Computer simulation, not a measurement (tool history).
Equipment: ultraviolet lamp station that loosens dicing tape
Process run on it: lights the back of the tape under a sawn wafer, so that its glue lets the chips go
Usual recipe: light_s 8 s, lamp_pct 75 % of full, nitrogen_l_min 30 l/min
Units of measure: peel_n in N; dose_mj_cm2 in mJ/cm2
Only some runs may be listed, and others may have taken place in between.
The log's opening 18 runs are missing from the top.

run 19 hour=156.3 | light_s=8 lamp_pct=75 nitrogen_l_min=30 | peel_n=1.300 dose_mj_cm2=332
run 20 hour=165.8 | light_s=8 lamp_pct=75 nitrogen_l_min=31 | peel_n=1.298 dose_mj_cm2=336
run 21 hour=171.3 | light_s=8 lamp_pct=75 nitrogen_l_min=30 | peel_n=1.268 dose_mj_cm2=332
run 22 hour=182.0 | light_s=8 lamp_pct=92 nitrogen_l_min=30 | peel_n=0.883 dose_mj_cm2=402
-- hour=183.5 window cleaned of glue's vapour, once more
run 23 hour=189.3 | light_s=9 lamp_pct=74 nitrogen_l_min=13 | peel_n=1.745 dose_mj_cm2=399
run 24 hour=200.6 | light_s=9 lamp_pct=74 nitrogen_l_min=13 | peel_n=1.763 dose_mj_cm2=397
run 25 hour=209.9 | light_s=9 lamp_pct=66 nitrogen_l_min=9 | peel_n=2.631 dose_mj_cm2=355
run 26 hour=217.6 | light_s=8 lamp_pct=75 nitrogen_l_min=12 | peel_n=2.163 dose_mj_cm2=361
run 27 hour=228.2 | light_s=6 lamp_pct=75 nitrogen_l_min=20 | peel_n=2.420 dose_mj_cm2=268
run 28 hour=236.2 | light_s=6 lamp_pct=75 nitrogen_l_min=20 | peel_n=2.416 dose_mj_cm2=269
run 29 hour=241.9 | light_s=8 lamp_pct=64 nitrogen_l_min=11 | peel_n=2.905 dose_mj_cm2=308
run 30 hour=249.9 | light_s=5 lamp_pct=75 nitrogen_l_min=37 | peel_n=2.160 dose_mj_cm2=224
run 31 hour=256.7 | light_s=5 lamp_pct=75 nitrogen_l_min=37 | peel_n=2.167 dose_mj_cm2=220
run 32 hour=268.0 | light_s=7 lamp_pct=73 nitrogen_l_min=52 | peel_n=1.032 dose_mj_cm2=302
run 33 hour=275.0 | light_s=4 lamp_pct=73 nitrogen_l_min=16 | peel_n=4.405 dose_mj_cm2=172
run 34 hour=282.0 | light_s=6 lamp_pct=75 nitrogen_l_min=14 | peel_n=3.001 dose_mj_cm2=263
run 35 hour=293.4 | light_s=10 lamp_pct=64 nitrogen_l_min=14 | peel_n=1.817 dose_mj_cm2=377
run 36 hour=304.0 | light_s=8 lamp_pct=97 nitrogen_l_min=30 | peel_n=0.646 dose_mj_cm2=454
run 37 hour=311.9 | light_s=12 lamp_pct=62 nitrogen_l_min=24 | peel_n=0.848 dose_mj_cm2=438
run 38 hour=320.8 | light_s=9 lamp_pct=68 nitrogen_l_min=30 | peel_n=1.066 dose_mj_cm2=357
run 39 hour=331.8 | light_s=12 lamp_pct=73 nitrogen_l_min=30 | peel_n=0.500 dose_mj_cm2=513
run 40 hour=340.0 | light_s=12 lamp_pct=73 nitrogen_l_min=30 | peel_n=0.512 dose_mj_cm2=513
run 41 hour=349.6 | light_s=12 lamp_pct=65 nitrogen_l_min=29 | peel_n=0.678 dose_mj_cm2=454
run 42 hour=359.9 | light_s=12 lamp_pct=65 nitrogen_l_min=29 | peel_n=0.676 dose_mj_cm2=450
run 43 hour=367.3 | light_s=8 lamp_pct=96 nitrogen_l_min=30 | peel_n=0.680 dose_mj_cm2=452

Consider 4 possible next runs. They are alternatives, not a sequence: every one starts from the tool as it was left by run 43. What does each give?
run A hour=374.4 | light_s=7 lamp_pct=96 nitrogen_l_min=9 | peel_n=? dose_mj_cm2=?
run B hour=374.4 | light_s=7 lamp_pct=75 nitrogen_l_min=12 | peel_n=? dose_mj_cm2=?
run C hour=374.4 | light_s=8 lamp_pct=75 nitrogen_l_min=18 | peel_n=? dose_mj_cm2=?
run D hour=374.4 | light_s=11 lamp_pct=62 nitrogen_l_min=13 | peel_n=? dose_mj_cm2=?

run=A peel_n=2.320 dose_mj_cm2=390
run=B peel_n=2.752 dose_mj_cm2=304
run=C peel_n=1.735 dose_mj_cm2=356
run=D peel_n=1.761 dose_mj_cm2=398
With no hidden state in the tool, these same runs would have given:
run=A peel_n=2.048 dose_mj_cm2=423
run=B peel_n=2.462 dose_mj_cm2=331
run=C peel_n=1.500 dose_mj_cm2=386
run=D peel_n=1.525 dose_mj_cm2=432

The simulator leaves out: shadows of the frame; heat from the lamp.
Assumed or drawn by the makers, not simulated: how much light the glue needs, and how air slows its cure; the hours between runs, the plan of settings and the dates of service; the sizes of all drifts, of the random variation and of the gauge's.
